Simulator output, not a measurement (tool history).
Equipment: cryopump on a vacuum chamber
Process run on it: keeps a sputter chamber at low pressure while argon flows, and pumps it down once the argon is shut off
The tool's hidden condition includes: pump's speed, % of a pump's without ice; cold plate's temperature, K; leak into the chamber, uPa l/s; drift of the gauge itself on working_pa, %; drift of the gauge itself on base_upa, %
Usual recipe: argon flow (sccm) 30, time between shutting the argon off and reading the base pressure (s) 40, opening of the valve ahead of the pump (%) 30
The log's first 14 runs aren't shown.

| run | hour | argon flow (sccm) | time between shutting the argon off and reading the base pressure (s) | opening of the valve ahead of the pump (%) | hours of work since the pump was warmed up and emptied | hours of work since the cold head was overhauled | hours of work since the chamber's fittings were tightened | pressure while argon flows (Pa) | pressure after the wait (uPa) |
|---|---|---|---|---|---|---|---|---|---|
| 15 | 487.5 | 30 | 40 | 30 | 194 | 607 | 1182 | 0.0866 | 2.63 |
| 16 | 532.8 | 30 | 40 | 30 | 214 | 628 | 1202 | 0.0872 | 2.66 |
| 17 | 558.5 | 58 | 40 | 30 | 226 | 639 | 1214 | 0.1681 | 2.69 |
| 18 | 580.7 | 58 | 40 | 30 | 236 | 649 | 1224 | 0.1683 | 2.58 |
| 19 | 605.5 | 58 | 40 | 30 | 247 | 660 | 1235 | 0.1679 | 2.65 |
| 20 | 656.7 | 58 | 40 | 30 | 269 | 683 | 1258 | 0.1692 | 2.69 |
| 21 | 694.1 | 58 | 40 | 30 | 286 | 700 | 1274 | 0.1707 | 2.75 |
| 22 | 746.7 | 46 | 112 | 15 | 310 | 723 | 1298 | 0.2628 | 1.86 |
| 23 | 782.2 | 46 | 50 | 60 | 325 | 739 | 1314 | 0.0734 | 2.45 |
| 24 | 815.5 | 16 | 183 | 30 | 340 | 754 | 1328 | 0.0482 | 1.78 |
| 25 | 866.0 | 31 | 95 | 18 | 363 | 776 | 1351 | 0.1497 | 2.07 |
| 26 | 897.7 | 31 | 95 | 18 | 377 | 791 | 1365 | 0.1497 | 2.10 |
| 27 | 931.1 | 31 | 95 | 18 | 392 | 805 | 1380 | 0.1506 | 2.08 |
| 28 | 972.6 | 31 | 95 | 18 | 410 | 824 | 1398 | 0.1503 | 2.18 |
|  | 983.9 | pump warmed up, emptied and cooled again |
| 29 | 1015.5 | 31 | 95 | 18 | 14 | 841 | 1415 | 0.1443 | 1.81 |
| 30 | 1069.9 | 39 | 59 | 24 | 38 | 865 | 1440 | 0.1368 | 2.25 |
| 31 | 1091.8 | 29 | 30 | 17 | 48 | 875 | 1449 | 0.1434 | 3.11 |
| 32 | 1128.1 | 21 | 98 | 46 | 64 | 891 | 1466 | 0.0391 | 1.92 |
| 33 | 1161.3 | 17 | 253 | 38 | 79 | 906 | 1480 | 0.0379 | 1.57 |

Branching from run 33: 3 alternative next runs. What would each branch give?
| A | 1186.6 | 30 | 81 | 28 | 90 | 917 | 1492 | ? | ? |
| B | 1186.6 | 17 | 253 | 46 | 90 | 917 | 1492 | ? | ? |
| C | 1186.6 | 17 | 43 | 38 | 90 | 917 | 1492 | ? | ? |

| run | pressure while argon flows (Pa) | pressure after the wait (uPa) |
|---|---|---|
| A | 0.0912 | 2.12 |
| B | 0.0324 | 1.64 |
| C | 0.0381 | 2.77 |
What these runs would have given with no unlogged condition in the tool:
| run | pressure while argon flows (Pa) | pressure after the wait (uPa) |
|---|---|---|
| A | 0.0894 | 0.87 |
| B | 0.0314 | 0.38 |
| C | 0.0371 | 1.50 |
